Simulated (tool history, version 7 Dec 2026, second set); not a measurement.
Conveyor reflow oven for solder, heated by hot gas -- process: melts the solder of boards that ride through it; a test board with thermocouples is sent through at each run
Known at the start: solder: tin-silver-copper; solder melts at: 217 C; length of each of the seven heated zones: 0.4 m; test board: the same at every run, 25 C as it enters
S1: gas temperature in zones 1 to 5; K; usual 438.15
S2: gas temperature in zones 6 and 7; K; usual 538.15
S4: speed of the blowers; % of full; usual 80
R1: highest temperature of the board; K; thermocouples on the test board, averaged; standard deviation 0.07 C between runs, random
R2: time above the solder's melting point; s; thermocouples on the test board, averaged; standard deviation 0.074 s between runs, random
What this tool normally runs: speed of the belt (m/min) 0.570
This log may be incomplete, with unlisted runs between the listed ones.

run 1 day=0.000 | S1=438.15 S2=538.15 speed_of_the_belt_(m/min)=0.570 S4=80 | R1=520.23 R2=54.74
run 2 day=0.471 | S1=438.15 S2=538.15 speed_of_the_belt_(m/min)=0.570 S4=80 | R1=520.25 R2=54.83
run 3 day=0.896 | S1=438.15 S2=538.15 speed_of_the_belt_(m/min)=0.570 S4=80 | R1=520.09 R2=54.72
run 4 day=1.121 | S1=438.15 S2=538.15 speed_of_the_belt_(m/min)=0.609 S4=80 | R1=517.92 R2=48.35
run 5 day=1.512 | S1=438.15 S2=538.15 speed_of_the_belt_(m/min)=0.609 S4=80 | R1=517.82 R2=48.41
run 6 day=1.962 | S1=438.15 S2=538.15 speed_of_the_belt_(m/min)=0.609 S4=80 | R1=517.79 R2=48.38
run 7 day=2.442 | S1=438.15 S2=538.15 speed_of_the_belt_(m/min)=0.609 S4=80 | R1=517.82 R2=48.26
run 8 day=2.933 | S1=438.15 S2=538.15 speed_of_the_belt_(m/min)=0.609 S4=80 | R1=517.80 R2=48.34
run 9 day=3.167 | S1=438.15 S2=538.15 speed_of_the_belt_(m/min)=0.568 S4=80 | R1=520.16 R2=55.09
run 10 day=3.471 | S1=438.15 S2=538.15 speed_of_the_belt_(m/min)=0.570 S4=80 | R1=520.16 R2=54.77
run 11 day=3.938 | S1=438.15 S2=545.15 speed_of_the_belt_(m/min)=0.570 S4=80 | R1=525.96 R2=59.64
run 12 day=4.333 | S1=438.15 S2=545.15 speed_of_the_belt_(m/min)=0.570 S4=80 | R1=526.01 R2=59.51
run 13 day=4.783 | S1=438.15 S2=545.15 speed_of_the_belt_(m/min)=0.570 S4=80 | R1=525.94 R2=59.42
run 14 day=5.217 | S1=438.15 S2=545.15 speed_of_the_belt_(m/min)=0.570 S4=80 | R1=525.84 R2=59.51
run 15 day=5.417 | S1=438.15 S2=545.15 speed_of_the_belt_(m/min)=0.570 S4=80 | R1=525.92 R2=59.52
run 16 day=5.646 | S1=434.15 S2=538.15 speed_of_the_belt_(m/min)=0.478 S4=80 | R1=525.12 R2=70.75
run 17 day=6.117 | S1=434.15 S2=538.15 speed_of_the_belt_(m/min)=0.478 S4=80 | R1=524.98 R2=70.74
run 18 day=6.579 | S1=439.15 S2=537.15 speed_of_the_belt_(m/min)=0.650 S4=83 | R1=515.62 R2=43.21
run 19 day=6.871 | S1=439.15 S2=537.15 speed_of_the_belt_(m/min)=0.650 S4=83 | R1=515.60 R2=43.18
run 20 day=7.079 | S1=438.15 S2=538.15 speed_of_the_belt_(m/min)=0.538 S4=85 | R1=523.24 R2=62.14
run 21 day=7.562 | S1=438.15 S2=538.15 speed_of_the_belt_(m/min)=0.538 S4=85 | R1=523.35 R2=62.02
run 22 day=7.817 | S1=438.15 S2=538.15 speed_of_the_belt_(m/min)=0.538 S4=85 | R1=523.38 R2=62.00
run 23 day=8.029 | S1=438.15 S2=536.15 speed_of_the_belt_(m/min)=0.538 S4=85 | R1=521.47 R2=60.50
run 24 day=8.275 | S1=438.15 S2=536.15 speed_of_the_belt_(m/min)=0.538 S4=85 | R1=521.44 R2=60.50
run 25 day=8.533 | S1=424.15 S2=536.15 speed_of_the_belt_(m/min)=0.538 S4=85 | R1=519.25 R2=53.69
run 26 day=8.788 | S1=424.15 S2=536.15 speed_of_the_belt_(m/min)=0.538 S4=85 | R1=519.31 R2=53.70
run 27 day=9.162 | S1=428.15 S2=535.15 speed_of_the_belt_(m/min)=0.580 S4=84 | R1=516.13 R2=47.10
run 28 day=9.483 | S1=428.15 S2=535.15 speed_of_the_belt_(m/min)=0.580 S4=84 | R1=516.15 R2=46.89
run 29 day=9.975 | S1=428.15 S2=533.15 speed_of_the_belt_(m/min)=0.525 S4=80 | R1=516.67 R2=53.17
run 30 day=10.425 | S1=431.15 S2=542.15 speed_of_the_belt_(m/min)=0.511 S4=52 | R1=514.22 R2=48.92

Forecast each of these 4 alternatives for the next run:
run A day=10.704 | S1=447.15 S2=551.15 speed_of_the_belt_(m/min)=0.625 S4=80 | R1=? R2=?
run B day=10.704 | S1=438.15 S2=536.15 speed_of_the_belt_(m/min)=0.504 S4=80 | R1=? R2=?
run C day=10.704 | S1=438.15 S2=533.15 speed_of_the_belt_(m/min)=0.514 S4=80 | R1=? R2=?
run D day=10.704 | S1=438.15 S2=538.15 speed_of_the_belt_(m/min)=0.641 S4=80 | R1=? R2=?

run=A R1=528.97 R2=58.74
run=B R1=522.09 R2=65.36
run=C R1=518.89 R2=60.96
run=D R1=515.57 R2=43.23
Without the tool's hidden state the same runs would have given:
run=A R1=529.84 R2=59.35
run=B R1=522.59 R2=66.05
run=C R1=519.40 R2=61.75
run=D R1=516.46 R2=44.32

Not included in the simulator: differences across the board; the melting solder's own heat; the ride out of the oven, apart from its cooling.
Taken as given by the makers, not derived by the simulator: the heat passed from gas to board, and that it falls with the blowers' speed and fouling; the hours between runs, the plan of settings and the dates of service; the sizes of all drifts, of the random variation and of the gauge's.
